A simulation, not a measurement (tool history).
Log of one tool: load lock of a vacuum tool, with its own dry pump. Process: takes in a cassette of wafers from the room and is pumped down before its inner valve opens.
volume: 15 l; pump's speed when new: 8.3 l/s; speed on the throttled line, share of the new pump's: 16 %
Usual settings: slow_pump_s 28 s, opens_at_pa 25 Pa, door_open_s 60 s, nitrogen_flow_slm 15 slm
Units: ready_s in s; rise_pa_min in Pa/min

run    hour  slow_pump_s  opens_at_pa  door_open_s  nitrogen_flow_slm  incoming humidity of the room's air, %  ready_s  rise_pa_min
  1       0           28           25           60                 15                                      45     38.7        0.166
  2   263.6           28           25           60                 15                                      46     38.5        0.169
  3   628.7           28           25           63                 15                                    42.3     38.9        0.174
  4   932.9           28           25           63                 15                                    42.9       39         0.18
  5  1168.3           28           25           63                 15                                    45.3     38.7        0.195
  6    1567           28           25           63                 15                                    44.7     38.8        0.195
  7  1809.1           28           25           63                 29                                    46.4       39        0.196
  8  2044.1           28           25           63                 29                                    45.7     39.2        0.198
  9    2229           28           25           63                 29                                    44.8     39.3        0.202
 10  2541.9           28           25           49                  5                                    46.6     39.5        0.234
 11    2870           28           46           49                 21                                    46.4     38.1         0.21
 12    3286           28           46           49                 44                                    42.5     38.3        0.195
 13  3684.2           15           46           34                 13                                    47.6     27.4        0.227

Forecast each of these 4 alternatives for the next run:
  A  3992.7           27           46          152                 13                                    47.3        ?            ?
  B  3992.7           44           46           34                 13                                    46.4        ?            ?
  C  3992.7           15           19           34                  5                                    44.6        ?            ?
  D  3992.7           46           21           34                  5                                    42.3        ?            ?

run  ready_s  rise_pa_min
  A     37.7         0.36
  B     51.9        0.235
  C     29.6        0.248
  D     55.1        0.246
Without the tool's hidden state the same runs would have given:
run  ready_s  rise_pa_min
  A     36.8        0.187
  B     51.3        0.062
  C     28.4        0.074
  D     54.4        0.074
